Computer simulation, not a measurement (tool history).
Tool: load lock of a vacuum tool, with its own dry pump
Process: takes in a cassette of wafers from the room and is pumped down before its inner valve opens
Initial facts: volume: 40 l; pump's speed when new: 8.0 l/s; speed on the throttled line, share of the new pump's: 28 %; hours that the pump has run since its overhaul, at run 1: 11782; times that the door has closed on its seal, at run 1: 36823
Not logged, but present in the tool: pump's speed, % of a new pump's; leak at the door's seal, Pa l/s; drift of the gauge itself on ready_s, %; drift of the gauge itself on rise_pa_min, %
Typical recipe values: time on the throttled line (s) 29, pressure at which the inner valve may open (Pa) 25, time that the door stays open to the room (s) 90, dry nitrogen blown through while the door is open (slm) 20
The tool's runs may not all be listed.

| run | day | time on the throttled line (s) | pressure at which the inner valve may open (Pa) | time that the door stays open to the room (s) | dry nitrogen blown through while the door is open (slm) | hours that the pump has run since its overhaul | times that the door has closed on its seal | incoming humidity of the room's air, % | time from the closed door until the inner valve may open (s) | rise of the pressure with all valves shut (Pa/min) |
|---|---|---|---|---|---|---|---|---|---|---|
| 1 | 0 | 29 | 25 | 90 | 20 | 11782 | 36823 | 47.4 | 66.1 | 0.362 |
| 2 | 14.042 | 29 | 25 | 90 | 20 | 12119 | 38028 | 48 | 65.5 | 0.376 |
| 3 | 35.992 | 29 | 25 | 90 | 20 | 12645 | 39913 | 42.6 | 66.3 | 0.395 |
| 4 | 51.967 | 29 | 25 | 90 | 20 | 13029 | 41284 | 45.7 | 66.2 | 0.422 |
| 5 | 67.867 | 29 | 25 | 90 | 20 | 13410 | 42649 | 47.1 | 66.7 | 0.438 |
| 6 | 84.979 | 23 | 25 | 90 | 20 | 13821 | 44118 | 43.3 | 61.6 | 0.471 |
| 7 | 95.362 | 23 | 25 | 52 | 20 | 14070 | 45010 | 44.5 | 62.3 | 0.471 |
| 8 | 110.738 | 36 | 25 | 52 | 20 | 14439 | 46329 | 43.7 | 71.6 | 0.496 |
| 9 | 124.283 | 36 | 25 | 52 | 20 | 14764 | 47492 | 49 | 71.8 | 0.504 |
|  | 139.45 | door's seal changed, seat wiped |
| 10 | 140.642 | 29 | 37 | 102 | 5 | 15155 | 102 | 45.8 | 64.5 | 0.066 |
| 11 | 155.85 | 15 | 37 | 215 | 8 | 15520 | 1408 | 42.6 | 55.1 | 0.083 |
| 12 | 168.858 | 15 | 37 | 215 | 8 | 15833 | 2525 | 45.2 | 55.6 | 0.096 |
|  | 174.146 | dry pump taken out, an overhauled one fitted |
| 13 | 184.325 | 29 | 20 | 69 | 20 | 244 | 3831 | 50.6 | 63.5 | 0.046 |
| 14 | 199.875 | 29 | 31 | 69 | 11 | 617 | 5166 | 45.5 | 62.2 | 0.058 |
| 15 | 214.267 | 45 | 33 | 215 | 10 | 963 | 6402 | 47.4 | 72.9 | 0.108 |
| 16 | 227.125 | 45 | 47 | 215 | 9 | 1271 | 7505 | 44.2 | 71.4 | 0.114 |
| 17 | 242.888 | 28 | 28 | 90 | 20 | 1650 | 8859 | 45.9 | 61.8 | 0.074 |
| 18 | 256.246 | 27 | 27 | 48 | 37 | 1970 | 10005 | 40.8 | 61.8 | 0.062 |

Hidden state at the last listed run before each entry between runs and at the first one after, where it differs:
Run 9 -> run 10: door's seal changed, seat wiped (day 139.45)
  pump's speed, % of a new pump's: 89.2 -> 88.9; leak at the door's seal, Pa l/s: 0.329 -> 0.0017
  what was measured, less what the result would be without the hidden state, time from the closed door until the inner valve may open (s): +4 -> +4; rise of the pressure with all valves shut (Pa/min): +0.478 -> +0
Run 12 -> run 13: dry pump taken out, an overhauled one fitted (day 174.146)
  pump's speed, % of a new pump's: 88.5 -> 99.2; leak at the door's seal, Pa l/s: 0.0075 -> 0.0113
  what was measured, less what the result would be without the hidden state, time from the closed door until the inner valve may open (s): +4.7 -> +0.3; rise of the pressure with all valves shut (Pa/min): +0.008 -> +0.013
